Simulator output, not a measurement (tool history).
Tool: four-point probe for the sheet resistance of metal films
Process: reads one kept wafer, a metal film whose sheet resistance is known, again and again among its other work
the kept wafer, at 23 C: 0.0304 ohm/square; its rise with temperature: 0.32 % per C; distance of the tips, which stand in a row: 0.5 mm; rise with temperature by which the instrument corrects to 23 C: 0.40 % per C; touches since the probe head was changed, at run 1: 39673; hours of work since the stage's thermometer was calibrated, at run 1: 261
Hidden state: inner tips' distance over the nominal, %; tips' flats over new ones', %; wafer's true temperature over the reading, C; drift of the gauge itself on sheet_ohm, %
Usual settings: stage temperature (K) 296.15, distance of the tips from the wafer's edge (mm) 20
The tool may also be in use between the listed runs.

run	hour	stage temperature (K)	distance of the tips from the wafer's edge (mm)	touches since the probe head was changed	hours of work since the stage's thermometer was calibrated	sheet resistance as the instrument gives it (ohm/square)
1	0.0	296.15	20	39673	261	0.030394
2	44.1	296.15	20	40881	291	0.030388
3	90.2	291.15	20	42146	321	0.030523
4	134.5	291.15	20	43357	350	0.030514
5	167.7	296.15	67	44267	372	0.030364
6	200.3	296.15	20	45162	394	0.030374
7	255.3	296.15	55	46669	430	0.030360
8	305.0	296.15	20	48029	463	0.030374
9	334.7	293.15	20	48844	482	0.030448
10	360.6	293.15	20	49554	500	0.030447
11	389.3	296.15	5	50340	519	0.030526
12	416.3	297.15	20	51081	536	0.030334
13	473.4	296.15	20	52646	574	0.030353
14	509.5	296.15	20	53635	598	0.030348
15	544.3	296.15	20	54588	621	0.030359
16	602.2	296.15	20	56174	659	0.030355
17	635.8	298.15	20	57096	681	0.030283
18	669.9	296.15	20	58029	704	0.030347
19	699.9	296.15	20	58853	724	0.030351
20	751.5	296.15	20	60267	758	0.030345
21	792.6	296.15	20	61393	785	0.030345
22	835.1	296.15	20	62557	813	0.030330
23	875.3	297.15	23	63658	839	0.030307
24	909.2	297.15	6	64588	862	0.030399
25	967.4	302.15	7	66183	900	0.030241
26	1010.5	297.15	34	67363	929	0.030288
27	1040.3	299.15	12	68180	948	0.030267
28	1069.6	299.15	12	68983	968	0.030269
29	1127.4	299.15	12	70566	1006	0.030266
30	1156.8	295.15	9	71371	1025	0.030385
31	1214.5	295.15	24	72955	1063	0.030324
32	1270.0	295.15	24	74475	1100	0.030345
33	1312.8	295.15	12	75648	1128	0.030339
34	1363.6	295.15	12	77040	1162	0.030342
35	1405.6	299.15	20	78191	1190	0.030226
36	1447.3	299.15	4	79334	1217	0.030474
37	1485.6	307.15	3	80382	1242	0.030461
38	1542.9	301.15	26	81952	1280	0.030164
39	1591.2	308.15	47	83275	1312	0.029989
40	1651.1	291.15	6	84918	1352	0.030506
41	1687.2	307.15	10	85908	1376	0.030048
42	1734.3	307.15	10	87197	1407	0.030045
43	1781.3	295.15	42	88486	1438	0.030282
44	1840.4	295.15	42	90104	1477	0.030283

Forecast each of these 4 alternatives for the next run:
A	1870.5	306.15	65	90931	1497	?
B	1870.5	291.15	44	90931	1497	?
C	1870.5	296.15	4	90931	1497	?
D	1870.5	308.15	7	90931	1497	?

run	sheet resistance as the instrument gives it (ohm/square)
A	0.030028
B	0.030395
C	0.030518
D	0.030060
Without the tool's hidden state the same runs would have given:
run	sheet resistance as the instrument gives it (ohm/square)
A	0.030166
B	0.030537
C	0.030660
D	0.030197
